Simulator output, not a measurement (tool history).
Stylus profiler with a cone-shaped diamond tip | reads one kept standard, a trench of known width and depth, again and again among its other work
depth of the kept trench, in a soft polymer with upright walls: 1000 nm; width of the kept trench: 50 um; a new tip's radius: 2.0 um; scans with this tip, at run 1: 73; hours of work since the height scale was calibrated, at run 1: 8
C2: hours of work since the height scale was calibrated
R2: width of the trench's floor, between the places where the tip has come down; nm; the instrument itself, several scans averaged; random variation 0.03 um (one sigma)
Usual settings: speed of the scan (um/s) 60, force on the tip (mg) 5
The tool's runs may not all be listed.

run 1 hour=0 | speed_of_the_scan_(um/s)=60 force_on_the_tip_(mg)=5 | scans_with_this_tip=73 C2=8 | depth_of_the_trench_(Å)=10204 R2=46340
run 2 hour=18.7 | speed_of_the_scan_(um/s)=60 force_on_the_tip_(mg)=5 | scans_with_this_tip=144 C2=15 | depth_of_the_trench_(Å)=10203.9 R2=46320
run 3 hour=43.7 | speed_of_the_scan_(um/s)=60 force_on_the_tip_(mg)=5 | scans_with_this_tip=238 C2=26 | depth_of_the_trench_(Å)=10199.3 R2=46330
run 4 hour=61.9 | speed_of_the_scan_(um/s)=60 force_on_the_tip_(mg)=5 | scans_with_this_tip=307 C2=33 | depth_of_the_trench_(Å)=10203 R2=46300
run 5 hour=80.1 | speed_of_the_scan_(um/s)=16 force_on_the_tip_(mg)=5 | scans_with_this_tip=375 C2=40 | depth_of_the_trench_(Å)=10199.8 R2=46450
run 6 hour=102.9 | speed_of_the_scan_(um/s)=16 force_on_the_tip_(mg)=5 | scans_with_this_tip=461 C2=49 | depth_of_the_trench_(Å)=10202.3 R2=46390
run 7 hour=117.2 | speed_of_the_scan_(um/s)=224 force_on_the_tip_(mg)=5 | scans_with_this_tip=515 C2=55 | depth_of_the_trench_(Å)=10204.4 R2=45620
run 8 hour=138.2 | speed_of_the_scan_(um/s)=224 force_on_the_tip_(mg)=5 | scans_with_this_tip=594 C2=64 | depth_of_the_trench_(Å)=10202.3 R2=45600
run 9 hour=161.2 | speed_of_the_scan_(um/s)=60 force_on_the_tip_(mg)=5 | scans_with_this_tip=681 C2=73 | depth_of_the_trench_(Å)=10201.8 R2=46250
run 10 hour=183 | speed_of_the_scan_(um/s)=60 force_on_the_tip_(mg)=5 | scans_with_this_tip=763 C2=82 | depth_of_the_trench_(Å)=10202.1 R2=46230
run 11 hour=203.6 | speed_of_the_scan_(um/s)=60 force_on_the_tip_(mg)=3.32 | scans_with_this_tip=841 C2=90 | depth_of_the_trench_(Å)=10151.2 R2=46110
run 12 hour=231.8 | speed_of_the_scan_(um/s)=60 force_on_the_tip_(mg)=3.32 | scans_with_this_tip=948 C2=102 | depth_of_the_trench_(Å)=10151.1 R2=46160
run 13 hour=257.8 | speed_of_the_scan_(um/s)=142 force_on_the_tip_(mg)=5 | scans_with_this_tip=1045 C2=112 | depth_of_the_trench_(Å)=10199.8 R2=45940
run 14 hour=279.1 | speed_of_the_scan_(um/s)=142 force_on_the_tip_(mg)=5 | scans_with_this_tip=1126 C2=121 | depth_of_the_trench_(Å)=10203.2 R2=45810
run 15 hour=309 | speed_of_the_scan_(um/s)=142 force_on_the_tip_(mg)=5 | scans_with_this_tip=1239 C2=133 | depth_of_the_trench_(Å)=10200.9 R2=45810
run 16 hour=323 | speed_of_the_scan_(um/s)=142 force_on_the_tip_(mg)=5 | scans_with_this_tip=1291 C2=138 | depth_of_the_trench_(Å)=10203.3 R2=45830
run 17 hour=340.5 | speed_of_the_scan_(um/s)=142 force_on_the_tip_(mg)=5 | scans_with_this_tip=1357 C2=146 | depth_of_the_trench_(Å)=10199.4 R2=45860
run 18 hour=356.8 | speed_of_the_scan_(um/s)=42 force_on_the_tip_(mg)=12.93 | scans_with_this_tip=1419 C2=152 | depth_of_the_trench_(Å)=10384 R2=46270
-- hour=359.8 height scale calibrated on a step standard
run 19 hour=370.4 | speed_of_the_scan_(um/s)=42 force_on_the_tip_(mg)=12.93 | scans_with_this_tip=1468 C2=4 | depth_of_the_trench_(Å)=10382.3 R2=46260
run 20 hour=395.6 | speed_of_the_scan_(um/s)=42 force_on_the_tip_(mg)=12.93 | scans_with_this_tip=1563 C2=14 | depth_of_the_trench_(Å)=10385.7 R2=46240
run 21 hour=418.9 | speed_of_the_scan_(um/s)=42 force_on_the_tip_(mg)=12.93 | scans_with_this_tip=1651 C2=24 | depth_of_the_trench_(Å)=10379.3 R2=46230
run 22 hour=439.3 | speed_of_the_scan_(um/s)=42 force_on_the_tip_(mg)=12.93 | scans_with_this_tip=1728 C2=32 | depth_of_the_trench_(Å)=10384 R2=46200
run 23 hour=467.6 | speed_of_the_scan_(um/s)=46 force_on_the_tip_(mg)=4.79 | scans_with_this_tip=1835 C2=44 | depth_of_the_trench_(Å)=10188.9 R2=46120
run 24 hour=492.6 | speed_of_the_scan_(um/s)=189 force_on_the_tip_(mg)=3.85 | scans_with_this_tip=1929 C2=54 | depth_of_the_trench_(Å)=10156.3 R2=45490

The next listed run, before its measurement:
-- hour=498.4 height scale calibrated on a step standard, once more
run 25 hour=515.4 | speed_of_the_scan_(um/s)=83 force_on_the_tip_(mg)=4.51 | scans_with_this_tip=2013 C2=7 | depth_of_the_trench_(Å)=? R2=?

depth of the trench (Å): 10206.1
R2: 45930 nm
Without the tool's hidden state the same run would have given depth of the trench (Å) 10198.6, R2 46190 nm.
